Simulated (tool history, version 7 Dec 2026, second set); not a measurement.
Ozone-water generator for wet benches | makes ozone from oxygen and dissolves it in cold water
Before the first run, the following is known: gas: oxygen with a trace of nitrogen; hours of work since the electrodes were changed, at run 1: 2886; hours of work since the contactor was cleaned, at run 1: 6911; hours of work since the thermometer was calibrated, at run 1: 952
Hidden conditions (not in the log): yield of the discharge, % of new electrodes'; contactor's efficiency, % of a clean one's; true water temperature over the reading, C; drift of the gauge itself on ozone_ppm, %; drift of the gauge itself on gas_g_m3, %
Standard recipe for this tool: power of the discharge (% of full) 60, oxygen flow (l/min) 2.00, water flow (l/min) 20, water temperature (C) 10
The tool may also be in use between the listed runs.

run,hour,power of the discharge (% of full),oxygen flow (l/min),water flow (l/min),water temperature (C),hours of work since the electrodes were changed,hours of work since the contactor was cleaned,hours of work since the thermometer was calibrated,dissolved ozone (ppm),ozone in the gas ahead of the water (g/m3)
1,0.0,60,2.00,20,10,2886,6911,952,11.4,189.0
2,162.2,60,2.00,20,10,3009,7034,1075,11.5,188.9
3,258.8,61,2.00,20,10,3083,7108,1149,11.5,191.2
4,338.8,60,1.33,20,10,3143,7169,1210,10.3,244.2
5,504.2,60,1.21,20,10,3269,7294,1336,10.1,257.7
6,626.7,60,1.21,20,10,3362,7388,1429,10.3,255.9
7,716.1,60,1.21,20,10,3430,7456,1497,10.2,257.0
8,848.2,60,1.21,20,10,3531,7556,1597,10.3,256.9
9,1038.1,60,2.00,28,10,3675,7701,1742,7.9,186.4
10,1145.1,60,2.00,20,10,3757,7782,1823,11.3,187.5
11,1316.9,46,2.00,20,10,3888,7913,1954,9.3,152.1
12,1507.1,43,1.91,20,10,4032,8058,2099,8.7,146.7
13,1700.4,70,2.00,20,15,4179,8205,2246,12.3,207.5

Forecast run 14:
14,1843.4,70,2.00,20,15,4288,8313,2355,?,?

{"run 14": {"dissolved ozone (ppm)": 12.4, "ozone in the gas ahead of the water (g/m3)": 208.4}}
The same run, on a tool lacking any hidden state, would have yielded dissolved ozone (ppm) 13.9, ozone in the gas ahead of the water (g/m3) 228.3.

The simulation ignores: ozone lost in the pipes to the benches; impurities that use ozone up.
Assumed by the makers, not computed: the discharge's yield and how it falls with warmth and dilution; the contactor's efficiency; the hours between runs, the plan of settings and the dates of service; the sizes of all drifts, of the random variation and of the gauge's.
